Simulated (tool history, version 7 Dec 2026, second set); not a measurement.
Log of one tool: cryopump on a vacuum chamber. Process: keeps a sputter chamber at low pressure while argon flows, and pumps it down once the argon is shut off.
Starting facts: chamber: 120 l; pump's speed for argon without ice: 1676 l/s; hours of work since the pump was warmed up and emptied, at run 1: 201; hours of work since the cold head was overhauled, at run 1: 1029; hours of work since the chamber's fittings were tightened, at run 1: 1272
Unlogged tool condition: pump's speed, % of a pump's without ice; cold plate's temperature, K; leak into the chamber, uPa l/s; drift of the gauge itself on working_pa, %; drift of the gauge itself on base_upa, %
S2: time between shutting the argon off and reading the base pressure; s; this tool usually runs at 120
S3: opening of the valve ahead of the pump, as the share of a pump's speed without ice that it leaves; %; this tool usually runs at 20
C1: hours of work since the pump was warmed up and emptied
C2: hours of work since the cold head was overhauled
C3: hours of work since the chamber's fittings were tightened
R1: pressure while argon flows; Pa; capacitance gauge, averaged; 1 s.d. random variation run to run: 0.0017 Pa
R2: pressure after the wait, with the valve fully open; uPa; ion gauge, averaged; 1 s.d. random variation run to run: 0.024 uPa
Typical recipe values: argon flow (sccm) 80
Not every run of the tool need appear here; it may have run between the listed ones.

Run 1, hour 0: usual settings; C1 201; C2 1029; C3 1272. Result: R1 0.414 Pa, R2 1.8 uPa.
Run 2, hour 63.3: usual settings; C1 245; C2 1073; C3 1315. Result: R1 0.4123 Pa, R2 1.87 uPa.
Run 3, hour 111.3: usual settings; C1 278; C2 1107; C3 1349. Result: R1 0.4089 Pa, R2 1.91 uPa.
Run 4, hour 182.7: usual settings but S2 30 s; C1 328; C2 1156; C3 1398. Result: R1 0.4107 Pa, R2 4.15 uPa.
Run 5, hour 251: usual settings but S2 176 s; C1 375; C2 1203; C3 1445. Result: R1 0.4137 Pa, R2 1.78 uPa.
Run 6, hour 306.7: usual settings but S2 176 s; C1 414; C2 1242; C3 1484. Result: R1 0.4148 Pa, R2 1.81 uPa.
Run 7, hour 355.3: usual settings but S2 176 s; C1 447; C2 1275; C3 1518. Result: R1 0.4161 Pa, R2 1.87 uPa.
Run 8, hour 439.8: usual settings but S2 176 s; C1 506; C2 1334; C3 1576. Result: R1 0.4153 Pa, R2 1.9 uPa.
Run 9, hour 494.2: usual settings but S3 36 %; C1 543; C2 1372; C3 1614. Result: R1 0.2381 Pa, R2 2.19 uPa.
Run 10, hour 552: usual settings; C1 584; C2 1412; C3 1654. Result: R1 0.4158 Pa, R2 2.24 uPa.
Run 11, hour 603.2: usual settings; C1 619; C2 1447; C3 1689. Result: R1 0.4189 Pa, R2 2.26 uPa.
Run 12, hour 670.6: usual settings but S3 42 %; C1 666; C2 1494; C3 1736. Result: R1 0.211 Pa, R2 2.35 uPa.
Run 13, hour 720.1: usual settings but S3 42 %; C1 700; C2 1528; C3 1770. Result: R1 0.2113 Pa, R2 2.32 uPa.
Run 14, hour 760.8: usual settings but S3 42 %; C1 728; C2 1556; C3 1798. Result: R1 0.2109 Pa, R2 2.49 uPa.
Run 15, hour 840.3: usual settings but argon flow (sccm) 127; C1 783; C2 1611; C3 1853. Result: R1 0.6693 Pa, R2 2.47 uPa.
At hour 880.3: pump warmed up, emptied and cooled again.
Run 16, hour 888.3: usual settings but argon flow (sccm) 127; C1 6; C2 1641; C3 1883. Result: R1 0.645 Pa, R2 2.2 uPa.
Run 17, hour 931.2: usual settings; C1 35; C2 1671; C3 1913. Result: R1 0.4073 Pa, R2 2.28 uPa.
Run 18, hour 1009.3: usual settings; C1 89; C2 1725; C3 1967. Result: R1 0.4096 Pa, R2 2.23 uPa.
Run 19, hour 1091.8: usual settings; C1 146; C2 1782; C3 2024. Result: R1 0.4064 Pa, R2 2.37 uPa.
Run 20, hour 1131: usual settings; C1 174; C2 1809; C3 2051. Result: R1 0.4088 Pa, R2 2.48 uPa.
Run 21, hour 1173.6: usual settings; C1 203; C2 1838; C3 2081. Result: R1 0.4107 Pa, R2 2.44 uPa.

Run 22 comes next. What will it give?
Run 22, hour 1212.9: usual settings; C1 230; C2 1866; C3 2108. Result: R1 ?, R2 ?.

Run 22 gave R1 0.412 Pa, R2 2.54 uPa.
With the hidden condition absent and the run-to-run variation left alone, this run would have shown R1 0.4045 Pa, R2 0.94 uPa.

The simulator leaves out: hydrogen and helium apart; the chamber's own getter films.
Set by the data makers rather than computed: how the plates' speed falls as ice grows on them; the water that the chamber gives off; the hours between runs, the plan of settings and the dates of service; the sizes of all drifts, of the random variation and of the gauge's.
